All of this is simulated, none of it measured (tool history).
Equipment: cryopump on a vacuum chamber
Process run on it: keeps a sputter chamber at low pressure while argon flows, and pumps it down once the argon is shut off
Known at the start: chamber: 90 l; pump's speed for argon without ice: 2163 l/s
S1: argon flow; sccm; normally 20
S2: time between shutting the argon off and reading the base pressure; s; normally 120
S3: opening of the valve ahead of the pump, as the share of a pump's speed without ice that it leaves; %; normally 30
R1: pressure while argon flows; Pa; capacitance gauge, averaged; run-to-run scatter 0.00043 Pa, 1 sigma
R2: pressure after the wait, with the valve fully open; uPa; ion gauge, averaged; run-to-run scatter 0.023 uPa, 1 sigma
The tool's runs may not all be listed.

{"run": 1, "day": 0.0, "S1": 20, "S2": 120, "S3": 30, "R1": 0.0525, "R2": 0.9}
{"run": 2, "day": 0.429, "S1": 20, "S2": 120, "S3": 30, "R1": 0.0524, "R2": 0.89}
{"run": 3, "day": 1.196, "S1": 15, "S2": 120, "S3": 30, "R1": 0.0395, "R2": 0.91}
{"run": 4, "day": 1.908, "S1": 20, "S2": 120, "S3": 30, "R1": 0.0522, "R2": 0.96}
{"run": 5, "day": 2.479, "S1": 20, "S2": 120, "S3": 30, "R1": 0.0522, "R2": 0.93}
{"run": 6, "day": 3.4, "S1": 20, "S2": 120, "S3": 30, "R1": 0.0527, "R2": 0.9}
{"run": 7, "day": 4.4, "S1": 25, "S2": 120, "S3": 30, "R1": 0.0662, "R2": 0.94}
{"run": 8, "day": 5.262, "S1": 38, "S2": 120, "S3": 30, "R1": 0.1007, "R2": 0.93}
{"run": 9, "day": 5.992, "S1": 38, "S2": 120, "S3": 30, "R1": 0.1009, "R2": 0.95}
{"run": 10, "day": 6.604, "S1": 38, "S2": 120, "S3": 30, "R1": 0.0998, "R2": 0.91}
{"run": 11, "day": 7.117, "S1": 20, "S2": 120, "S3": 37, "R1": 0.0426, "R2": 0.96}
{"run": 12, "day": 7.888, "S1": 20, "S2": 120, "S3": 37, "R1": 0.043, "R2": 0.96}
{"run": 13, "day": 8.542, "S1": 20, "S2": 274, "S3": 30, "R1": 0.0536, "R2": 0.65}
{"run": 14, "day": 9.529, "S1": 20, "S2": 274, "S3": 30, "R1": 0.0532, "R2": 0.64}
{"run": 15, "day": 10.017, "S1": 20, "S2": 120, "S3": 30, "R1": 0.0541, "R2": 0.96}
{"run": 16, "day": 10.796, "S1": 20, "S2": 120, "S3": 30, "R1": 0.0536, "R2": 0.99}
{"run": 17, "day": 11.788, "S1": 20, "S2": 120, "S3": 30, "R1": 0.0537, "R2": 0.95}
{"run": 18, "day": 12.779, "S1": 17, "S2": 178, "S3": 21, "R1": 0.0642, "R2": 0.79}
{"run": 19, "day": 13.825, "S1": 17, "S2": 178, "S3": 21, "R1": 0.0634, "R2": 0.77}
{"run": 20, "day": 14.704, "S1": 27, "S2": 55, "S3": 30, "R1": 0.0721, "R2": 1.6}
{"run": 21, "day": 15.696, "S1": 20, "S2": 38, "S3": 31, "R1": 0.0517, "R2": 2.09}
{"run": 22, "day": 16.292, "S1": 20, "S2": 27, "S3": 30, "R1": 0.0529, "R2": 2.91}
{"run": 23, "day": 16.783, "S1": 20, "S2": 27, "S3": 30, "R1": 0.0539, "R2": 2.94}
{"run": 24, "day": 17.325, "S1": 20, "S2": 27, "S3": 30, "R1": 0.0542, "R2": 2.9}
{"run": 25, "day": 17.958, "S1": 18, "S2": 94, "S3": 15, "R1": 0.0947, "R2": 1.16}
{"run": 26, "day": 18.892, "S1": 18, "S2": 262, "S3": 30, "R1": 0.0485, "R2": 0.69}
{"run": 27, "day": 19.754, "S1": 40, "S2": 50, "S3": 40, "R1": 0.0813, "R2": 1.78}
{"run": 28, "day": 20.667, "S1": 35, "S2": 102, "S3": 30, "R1": 0.0943, "R2": 1.09}
{"run": 29, "day": 21.579, "S1": 35, "S2": 102, "S3": 30, "R1": 0.0944, "R2": 1.05}

Expected results for the next run?
{"run": 30, "day": 22.512, "S1": 23, "S2": 57, "S3": 30, "R1": "?", "R2": "?"}

Run 30 yielded R1 0.0626 Pa, R2 1.66 uPa.
If the tool had no hidden condition, the same run with the same run-to-run variation would have returned R1 0.0605 Pa, R2 1.35 uPa.
